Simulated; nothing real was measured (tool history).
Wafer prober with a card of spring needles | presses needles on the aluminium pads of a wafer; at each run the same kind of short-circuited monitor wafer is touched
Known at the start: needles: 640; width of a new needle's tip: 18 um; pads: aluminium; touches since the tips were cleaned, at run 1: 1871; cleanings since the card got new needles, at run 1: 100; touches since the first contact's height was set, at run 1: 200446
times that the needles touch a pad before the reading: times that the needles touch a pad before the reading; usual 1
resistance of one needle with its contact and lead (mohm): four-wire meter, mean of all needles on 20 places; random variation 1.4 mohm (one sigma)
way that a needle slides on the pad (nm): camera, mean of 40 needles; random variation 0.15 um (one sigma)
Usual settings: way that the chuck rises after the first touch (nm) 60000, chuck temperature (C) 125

run     day  way that the chuck rises after the first touch (nm)  chuck temperature (C)  times that the needles touch a pad before the reading  touches since the tips were cleaned  cleanings since the card got new needles  touches since the first contact's height was set  resistance of one needle with its contact and lead (mohm)  way that a needle slides on the pad (nm)
  1       0                                                60000                    125                                                      1                                 1871                                       100                                            200446                                                        209                                     12190
      0.171  -- tips cleaned on abrasive film
      0.454  -- tips cleaned on abrasive film
       0.75  -- tips cleaned on abrasive film
  2   0.862                                                44000                    125                                                      1                                 1703                                       103                                            213341                                                        304                                      8500
      1.012  -- tips cleaned on abrasive film
      1.279  -- tips cleaned on abrasive film
      1.558  -- tips cleaned on abrasive film
  3   1.579                                                60000                    125                                                      2                                  286                                       106                                            223968                                                        141                                     12070
      1.817  -- tips cleaned on abrasive film
  4   2.021                                                60000                    125                                                      2                                 3081                                       107                                            230627                                                        195                                     11910
      2.083  -- tips cleaned on abrasive film
      2.196  -- height of the first contact set anew
      2.362  -- tips cleaned on abrasive film
      2.617  -- tips cleaned on abrasive film
  5   2.796                                                60000                    125                                                      2                                 2754                                       110                                              8960                                                        180                                     13220
      2.921  -- tips cleaned on abrasive film
      3.196  -- tips cleaned on abrasive film
  6   3.396                                                60000                    125                                                      1                                 3005                                       112                                             17896                                                        224                                     13320
      3.492  -- tips cleaned on abrasive film
      3.779  -- tips cleaned on abrasive film
  7   3.988                                                60000                    125                                                      1                                 3154                                       114                                             26714                                                        234                                     13170
      4.029  -- tips cleaned on abrasive film
      4.312  -- tips cleaned on abrasive film
      4.567  -- tips cleaned on abrasive film
  8   4.583                                                60000                     25                                                      1                                  268                                       117                                             35568                                                        137                                     13060
      4.833  -- tips cleaned on abrasive film
      5.079  -- tips cleaned on abrasive film
      5.362  -- tips cleaned on abrasive film
  9   5.462                                                60000                     25                                                      1                                 1571                                       120                                             48722                                                        191                                     13050
      5.633  -- tips cleaned on abrasive film
      5.904  -- tips cleaned on abrasive film
 10    5.95                                                64000                     40                                                      1                                  690                                       122                                             55956                                                        149                                     13950
      6.196  -- tips cleaned on abrasive film
      6.483  -- tips cleaned on abrasive film
 11   6.533                                                64000                     40                                                      1                                  785                                       124                                             64688                                                        161                                     13970
      6.767  -- tips cleaned on abrasive film
      7.021  -- tips cleaned on abrasive film
      7.279  -- tips cleaned on abrasive film
 12   7.279                                                60000                    125                                                      1                                    0                                       127                                             75773                                                        137                                     12850
      7.567  -- tips cleaned on abrasive film
 13   7.796                                                79000                     29                                                      1                                 3494                                       128                                             83522                                                        198                                     17050
       7.85  -- tips cleaned on abrasive film
      8.112  -- tips cleaned on abrasive film
 14   8.254                                                79000                     59                                                      1                                 2181                                       130                                             90352                                                        176                                     17060
      8.362  -- tips cleaned on abrasive film
      8.617  -- tips cleaned on abrasive film
 15   8.825                                                74000                     75                                                      2                                 3139                                       132                                             98873                                                        166                                     16070
      8.892  -- tips cleaned on abrasive film
      9.171  -- tips cleaned on abrasive film
      9.442  -- tips cleaned on abrasive film
 16   9.671                                                47000                     89                                                      2                                 3444                                       135                                            111483                                                        275                                      9730
      9.733  -- tips cleaned on abrasive film
     10.012  -- tips cleaned on abrasive film
 17  10.133                                                47000                     89                                                      2                                 1799                                       137                                            118333                                                        221                                      9860

Forecast each of these 3 alternatives for the next run:
     10.292  -- tips cleaned on abrasive film
     10.567  -- tips cleaned on abrasive film
  A  10.712                                                67000                     54                                                      2                                 2173                                       139                                            126990                                                          ?                                         ?
     10.292  -- tips cleaned on abrasive film
     10.567  -- tips cleaned on abrasive film
  B  10.712                                                46000                    123                                                      3                                 2173                                       139                                            126990                                                          ?                                         ?
     10.292  -- tips cleaned on abrasive film
     10.567  -- tips cleaned on abrasive film
  C  10.712                                                47000                     45                                                      1                                 2173                                       139                                            126990                                                          ?                                         ?

run  resistance of one needle with its contact and lead (mohm)  way that a needle slides on the pad (nm)
  A                                                        168                                     14370
  B                                                        197                                      9380
  C                                                        310                                      9430
Without the tool's hidden state the same runs would have given:
run  resistance of one needle with its contact and lead (mohm)  way that a needle slides on the pad (nm)
  A                                                        108                                     15140
  B                                                        124                                     10140
  C                                                        112                                     10190
